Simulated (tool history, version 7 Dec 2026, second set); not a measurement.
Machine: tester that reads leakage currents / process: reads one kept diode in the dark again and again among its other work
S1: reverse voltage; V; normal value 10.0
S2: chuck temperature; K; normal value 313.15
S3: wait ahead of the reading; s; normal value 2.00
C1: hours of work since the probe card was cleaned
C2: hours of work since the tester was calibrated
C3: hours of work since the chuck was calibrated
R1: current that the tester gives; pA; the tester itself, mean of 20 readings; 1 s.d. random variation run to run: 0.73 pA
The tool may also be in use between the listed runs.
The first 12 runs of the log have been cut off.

| run | hour | S1 | S2 | S3 | C1 | C2 | C3 | R1 |
|---|---|---|---|---|---|---|---|---|
|  | 1442.8 | probe card cleaned and baked |
| 13 | 1489.4 | 10.0 | 325.15 | 2.00 | 37 | 2271 | 1361 | 684.02 |
| 14 | 1576.5 | 10.0 | 313.15 | 2.00 | 105 | 2340 | 1429 | 265.71 |
| 15 | 1721.0 | 10.0 | 313.15 | 2.00 | 219 | 2453 | 1543 | 268.68 |
|  | 1734.8 | chuck's temperature calibrated |
| 16 | 1888.0 | 10.0 | 313.15 | 0.86 | 348 | 2583 | 120 | 278.09 |
| 17 | 2050.7 | 10.0 | 313.15 | 2.00 | 476 | 2711 | 248 | 281.26 |
| 18 | 2200.8 | 10.0 | 315.15 | 2.00 | 594 | 2829 | 366 | 331.74 |
| 19 | 2311.4 | 9.0 | 310.15 | 2.00 | 681 | 2916 | 453 | 213.93 |
|  | 2328.1 | chuck's temperature calibrated, once more |
| 20 | 2397.2 | 9.0 | 299.15 | 2.00 | 747 | 2982 | 54 | 76.62 |
| 21 | 2517.5 | 10.0 | 295.15 | 3.20 | 842 | 3076 | 149 | 58.63 |
| 22 | 2623.0 | 10.0 | 295.15 | 3.20 | 924 | 3159 | 232 | 59.95 |
| 23 | 2721.0 | 18.2 | 295.15 | 0.36 | 1002 | 3236 | 309 | 90.58 |
|  | 2865.9 | probe card cleaned and baked |
| 24 | 2865.9 | 8.6 | 298.15 | 0.54 | 0 | 3348 | 420 | 67.57 |
| 25 | 3027.4 | 10.0 | 294.15 | 2.00 | 127 | 3475 | 547 | 49.55 |
|  | 3122.2 | tester calibrated |
| 26 | 3122.2 | 2.9 | 321.15 | 2.00 | 200 | 0 | 620 | 288.68 |
| 27 | 3262.1 | 4.5 | 327.15 | 1.40 | 310 | 110 | 730 | 557.72 |
| 28 | 3409.4 | 4.7 | 327.15 | 3.97 | 426 | 226 | 846 | 569.99 |
| 29 | 3495.4 | 2.3 | 311.15 | 3.97 | 493 | 293 | 914 | 119.68 |
| 30 | 3569.0 | 4.9 | 311.15 | 6.59 | 551 | 351 | 971 | 166.07 |
| 31 | 3697.3 | 4.9 | 311.15 | 1.05 | 652 | 452 | 1072 | 168.22 |
| 32 | 3824.1 | 10.0 | 313.15 | 1.46 | 752 | 552 | 1172 | 269.20 |
| 33 | 3976.0 | 10.0 | 313.15 | 1.46 | 871 | 671 | 1291 | 272.10 |
| 34 | 4074.0 | 10.0 | 313.15 | 1.46 | 948 | 748 | 1368 | 273.82 |
| 35 | 4169.2 | 1.1 | 325.15 | 0.48 | 1023 | 823 | 1443 | 278.55 |

Forecast each of these 3 alternatives for the next run:
|  | 4287.3 | probe card cleaned and baked |
| A | 4299.1 | 1.1 | 315.15 | 0.48 | 9 | 923 | 1543 | ? |
|  | 4287.3 | probe card cleaned and baked |
| B | 4299.1 | 3.0 | 315.15 | 0.42 | 9 | 923 | 1543 | ? |
|  | 4287.3 | probe card cleaned and baked |
| C | 4299.1 | 1.7 | 312.15 | 1.13 | 9 | 923 | 1543 | ? |

| run | R1 |
|---|---|
| A | 126.36 |
| B | 193.50 |
| C | 118.80 |
With the hidden condition removed and each run's random variation left untouched, the same runs would have given:
| run | R1 |
|---|---|
| A | 114.20 |
| B | 174.95 |
| C | 107.14 |
